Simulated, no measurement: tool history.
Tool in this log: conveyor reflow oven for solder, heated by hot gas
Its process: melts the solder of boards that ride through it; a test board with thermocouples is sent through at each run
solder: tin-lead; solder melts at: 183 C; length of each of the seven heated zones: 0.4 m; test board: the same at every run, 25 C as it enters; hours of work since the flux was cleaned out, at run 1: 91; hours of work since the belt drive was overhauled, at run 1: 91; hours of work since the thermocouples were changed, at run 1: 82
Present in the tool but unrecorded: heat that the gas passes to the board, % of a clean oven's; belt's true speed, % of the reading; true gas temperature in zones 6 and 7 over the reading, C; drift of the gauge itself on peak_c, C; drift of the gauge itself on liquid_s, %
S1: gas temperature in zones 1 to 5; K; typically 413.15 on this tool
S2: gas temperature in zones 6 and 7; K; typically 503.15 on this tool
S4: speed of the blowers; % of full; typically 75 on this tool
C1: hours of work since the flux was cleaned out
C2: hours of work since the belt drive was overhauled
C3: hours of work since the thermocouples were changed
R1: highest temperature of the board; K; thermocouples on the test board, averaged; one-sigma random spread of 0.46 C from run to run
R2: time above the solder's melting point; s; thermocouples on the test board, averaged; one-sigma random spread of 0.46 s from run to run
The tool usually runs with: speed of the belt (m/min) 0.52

{"run": 1, "hour": 0.0, "S1": 413.15, "S2": 503.15, "speed of the belt (m/min)": 0.52, "S4": 75, "C1": 91, "C2": 91, "C3": 82, "R1": 494.95, "R2": 76}
{"run": 2, "hour": 16.6, "S1": 413.15, "S2": 515.15, "speed of the belt (m/min)": 0.52, "S4": 75, "C1": 99, "C2": 99, "C3": 89, "R1": 505.05, "R2": 82}
{"run": 3, "hour": 34.3, "S1": 413.15, "S2": 503.15, "speed of the belt (m/min)": 0.52, "S4": 75, "C1": 106, "C2": 106, "C3": 97, "R1": 494.15, "R2": 75}
{"run": 4, "hour": 49.2, "S1": 413.15, "S2": 503.15, "speed of the belt (m/min)": 0.52, "S4": 75, "C1": 113, "C2": 113, "C3": 104, "R1": 493.75, "R2": 74.5}
{"run": 5, "hour": 61.4, "S1": 413.15, "S2": 503.15, "speed of the belt (m/min)": 0.52, "S4": 75, "C1": 118, "C2": 118, "C3": 109, "R1": 493.75, "R2": 74.5}
{"run": 6, "hour": 80.1, "S1": 413.15, "S2": 503.15, "speed of the belt (m/min)": 0.5, "S4": 75, "C1": 126, "C2": 126, "C3": 117, "R1": 495.05, "R2": 79}
{"run": 7, "hour": 98.3, "S1": 413.15, "S2": 503.15, "speed of the belt (m/min)": 0.5, "S4": 75, "C1": 134, "C2": 134, "C3": 125, "R1": 495.25, "R2": 79.6}
{"run": 8, "hour": 113.4, "S1": 413.15, "S2": 503.15, "speed of the belt (m/min)": 0.5, "S4": 75, "C1": 141, "C2": 141, "C3": 131, "R1": 495.65, "R2": 79.1}
{"run": 9, "hour": 122.4, "S1": 413.15, "S2": 503.15, "speed of the belt (m/min)": 0.5, "S4": 75, "C1": 145, "C2": 145, "C3": 135, "R1": 495.05, "R2": 79.2}
{"run": 10, "hour": 135.6, "S1": 413.15, "S2": 503.15, "speed of the belt (m/min)": 0.5, "S4": 75, "C1": 150, "C2": 150, "C3": 141, "R1": 494.55, "R2": 78.6}
{"run": 11, "hour": 150.5, "S1": 413.15, "S2": 503.15, "speed of the belt (m/min)": 0.5, "S4": 75, "C1": 157, "C2": 157, "C3": 148, "R1": 494.75, "R2": 79.7}
{"run": 12, "hour": 169.5, "S1": 413.15, "S2": 503.15, "speed of the belt (m/min)": 0.5, "S4": 75, "C1": 165, "C2": 165, "C3": 156, "R1": 494.55, "R2": 79.8}
{"run": 13, "hour": 188.2, "S1": 425.15, "S2": 503.15, "speed of the belt (m/min)": 0.52, "S4": 75, "C1": 173, "C2": 173, "C3": 164, "R1": 495.55, "R2": 81.2}
{"run": 14, "hour": 203.3, "S1": 425.15, "S2": 503.15, "speed of the belt (m/min)": 0.52, "S4": 75, "C1": 180, "C2": 180, "C3": 171, "R1": 495.65, "R2": 81.2}
{"run": 15, "hour": 219.7, "S1": 425.15, "S2": 503.15, "speed of the belt (m/min)": 0.52, "S4": 75, "C1": 187, "C2": 187, "C3": 178, "R1": 494.85, "R2": 81.8}
{"run": 16, "hour": 228.2, "S1": 398.15, "S2": 503.15, "speed of the belt (m/min)": 0.519, "S4": 51, "C1": 191, "C2": 191, "C3": 181, "R1": 487.45, "R2": 61.9}
{"run": 17, "hour": 248.0, "S1": 398.15, "S2": 503.15, "speed of the belt (m/min)": 0.519, "S4": 51, "C1": 199, "C2": 199, "C3": 190, "R1": 486.65, "R2": 62.8}
{"run": 18, "hour": 260.0, "S1": 408.15, "S2": 502.15, "speed of the belt (m/min)": 0.598, "S4": 60, "C1": 204, "C2": 204, "C3": 195, "R1": 485.35, "R2": 54.3}
{"run": 19, "hour": 272.7, "S1": 417.15, "S2": 515.15, "speed of the belt (m/min)": 0.543, "S4": 53, "C1": 210, "C2": 210, "C3": 201, "R1": 499.85, "R2": 77.4}
{"run": 20, "hour": 289.9, "S1": 413.15, "S2": 503.15, "speed of the belt (m/min)": 0.577, "S4": 75, "C1": 217, "C2": 217, "C3": 208, "R1": 491.75, "R2": 65.5}
{"run": 21, "hour": 306.1, "S1": 413.15, "S2": 494.15, "speed of the belt (m/min)": 0.577, "S4": 61, "C1": 224, "C2": 224, "C3": 215, "R1": 481.15, "R2": 54.1}
{"run": 22, "hour": 323.4, "S1": 413.15, "S2": 494.15, "speed of the belt (m/min)": 0.577, "S4": 61, "C1": 232, "C2": 232, "C3": 223, "R1": 480.65, "R2": 54.9}
{"run": 23, "hour": 339.8, "S1": 400.15, "S2": 507.15, "speed of the belt (m/min)": 0.59, "S4": 56, "C1": 239, "C2": 239, "C3": 230, "R1": 487.35, "R2": 54.9}
{"run": 24, "hour": 349.0, "S1": 400.15, "S2": 507.15, "speed of the belt (m/min)": 0.59, "S4": 56, "C1": 243, "C2": 243, "C3": 234, "R1": 487.95, "R2": 55.4}
{"run": 25, "hour": 362.4, "S1": 417.15, "S2": 503.15, "speed of the belt (m/min)": 0.451, "S4": 75, "C1": 249, "C2": 249, "C3": 240, "R1": 496.55, "R2": 92.7}
{"run": 26, "hour": 377.6, "S1": 406.15, "S2": 498.15, "speed of the belt (m/min)": 0.582, "S4": 56, "C1": 256, "C2": 256, "C3": 246, "R1": 481.75, "R2": 51.3}
{"run": 27, "hour": 390.7, "S1": 421.15, "S2": 506.15, "speed of the belt (m/min)": 0.516, "S4": 76, "C1": 261, "C2": 261, "C3": 252, "R1": 497.75, "R2": 81.6}
{"run": 28, "hour": 401.0, "S1": 413.15, "S2": 503.15, "speed of the belt (m/min)": 0.52, "S4": 75, "C1": 266, "C2": 266, "C3": 257, "R1": 492.95, "R2": 74.8}
{"run": 29, "hour": 419.5, "S1": 413.15, "S2": 511.15, "speed of the belt (m/min)": 0.52, "S4": 84, "C1": 274, "C2": 274, "C3": 265, "R1": 502.05, "R2": 80.7}
{"run": 30, "hour": 429.9, "S1": 413.15, "S2": 499.15, "speed of the belt (m/min)": 0.52, "S4": 60, "C1": 278, "C2": 278, "C3": 269, "R1": 488.55, "R2": 69.5}

Branching from run 30: 3 alternative next runs. What would each branch give?
{"run": "A", "hour": 449.1, "S1": 413.15, "S2": 491.15, "speed of the belt (m/min)": 0.52, "S4": 75, "C1": 287, "C2": 287, "C3": 278, "R1": "?", "R2": "?"}
{"run": "B", "hour": 449.1, "S1": 402.15, "S2": 516.15, "speed of the belt (m/min)": 0.52, "S4": 77, "C1": 287, "C2": 287, "C3": 278, "R1": "?", "R2": "?"}
{"run": "C", "hour": 449.1, "S1": 413.15, "S2": 502.15, "speed of the belt (m/min)": 0.52, "S4": 82, "C1": 287, "C2": 287, "C3": 278, "R1": "?", "R2": "?"}

run=A R1=482.15 R2=66
run=B R1=505.95 R2=78
run=C R1=493.55 R2=75.6
What these runs would have given with no unlogged condition in the tool:
run=A R1=482.35 R2=66.3
run=B R1=506.25 R2=78.2
run=C R1=493.75 R2=75.8
